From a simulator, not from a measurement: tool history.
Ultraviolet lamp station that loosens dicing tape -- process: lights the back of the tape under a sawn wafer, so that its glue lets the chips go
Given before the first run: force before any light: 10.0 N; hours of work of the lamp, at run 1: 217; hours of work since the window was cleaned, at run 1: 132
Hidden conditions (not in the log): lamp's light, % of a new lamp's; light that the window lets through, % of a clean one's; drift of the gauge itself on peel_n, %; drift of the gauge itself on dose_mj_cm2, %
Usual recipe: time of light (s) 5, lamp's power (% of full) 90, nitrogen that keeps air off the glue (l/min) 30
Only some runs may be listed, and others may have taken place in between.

| run | hour | time of light (s) | lamp's power (% of full) | nitrogen that keeps air off the glue (l/min) | hours of work of the lamp | hours of work since the window was cleaned | force that peels the tape off (N) | light that reached the tape (mJ/cm²) |
|---|---|---|---|---|---|---|---|---|
| 1 | 0 | 5 | 90 | 30 | 217 | 132 | 0.287 | 448 |
| 2 | 7.8 | 5 | 90 | 21 | 223 | 139 | 0.365 | 441 |
| 3 | 17.2 | 7 | 90 | 21 | 230 | 146 | 0.22 | 618 |
| 4 | 27.3 | 5 | 62 | 30 | 238 | 154 | 0.643 | 303 |
| 5 | 32.1 | 5 | 68 | 30 | 242 | 158 | 0.541 | 326 |
| 6 | 39.3 | 5 | 68 | 30 | 248 | 163 | 0.522 | 325 |
| 7 | 46 | 5 | 68 | 30 | 253 | 168 | 0.548 | 321 |
| 8 | 51.7 | 5 | 68 | 30 | 257 | 173 | 0.538 | 328 |
| 9 | 61.9 | 5 | 68 | 30 | 265 | 181 | 0.548 | 326 |
| 10 | 71.4 | 5 | 90 | 31 | 273 | 188 | 0.306 | 421 |
| 11 | 80.7 | 5 | 90 | 31 | 280 | 196 | 0.302 | 424 |
| 12 | 90.4 | 5 | 90 | 31 | 288 | 203 | 0.307 | 418 |
| 13 | 100 | 5 | 90 | 31 | 295 | 211 | 0.314 | 417 |
| 14 | 110 | 5 | 90 | 11 | 303 | 219 | 0.68 | 416 |
| 15 | 114.4 | 4 | 79 | 16 | 306 | 222 | 1.064 | 292 |
| 16 | 124.2 | 4 | 79 | 16 | 314 | 230 | 1.175 | 290 |
|  | 125.3 | window cleaned of glue's vapour |
| 17 | 132.8 | 3 | 90 | 50 | 320 | 6 | 0.87 | 224 |
| 18 | 141.2 | 3 | 87 | 11 | 327 | 12 | 2.302 | 215 |
| 19 | 150.2 | 10 | 90 | 11 | 334 | 19 | 0.218 | 731 |
| 20 | 158 | 10 | 90 | 11 | 340 | 26 | 0.236 | 733 |
| 21 | 166.9 | 5 | 90 | 38 | 347 | 33 | 0.346 | 366 |
| 22 | 176.8 | 5 | 90 | 38 | 355 | 40 | 0.373 | 363 |
| 23 | 181.4 | 5 | 69 | 18 | 359 | 44 | 1.131 | 276 |
|  | 185.9 | window cleaned of glue's vapour, once more |
| 24 | 188.8 | 5 | 60 | 18 | 364 | 2 | 0.875 | 309 |
| 25 | 196.5 | 2 | 90 | 30 | 370 | 8 | 1.673 | 185 |
| 26 | 200.8 | 2 | 88 | 30 | 373 | 12 | 1.728 | 183 |
| 27 | 205.1 | 8 | 88 | 15 | 377 | 15 | 0.208 | 726 |
| 28 | 215.3 | 8 | 81 | 15 | 385 | 23 | 0.237 | 652 |

Forecast each of these 5 alternatives for the next run:
| A | 224.3 | 3 | 77 | 34 | 392 | 30 | ? | ? |
| B | 224.3 | 4 | 72 | 13 | 392 | 30 | ? | ? |
| C | 224.3 | 3 | 81 | 15 | 392 | 30 | ? | ? |
| D | 224.3 | 8 | 92 | 30 | 392 | 30 | ? | ? |
| E | 224.3 | 8 | 66 | 16 | 392 | 30 | ? | ? |

| run | force that peels the tape off (N) | light that reached the tape (mJ/cm²) |
|---|---|---|
| A | 1.01 | 227 |
| B | 1.324 | 294 |
| C | 1.595 | 250 |
| D | 0.179 | 752 |
| E | 0.308 | 537 |
Without the tool's unlogged condition, the same runs would have read:
| run | force that peels the tape off (N) | light that reached the tape (mJ/cm²) |
|---|---|---|
| A | 0.821 | 251 |
| B | 1.094 | 324 |
| C | 1.337 | 275 |
| D | 0.176 | 830 |
| E | 0.261 | 592 |

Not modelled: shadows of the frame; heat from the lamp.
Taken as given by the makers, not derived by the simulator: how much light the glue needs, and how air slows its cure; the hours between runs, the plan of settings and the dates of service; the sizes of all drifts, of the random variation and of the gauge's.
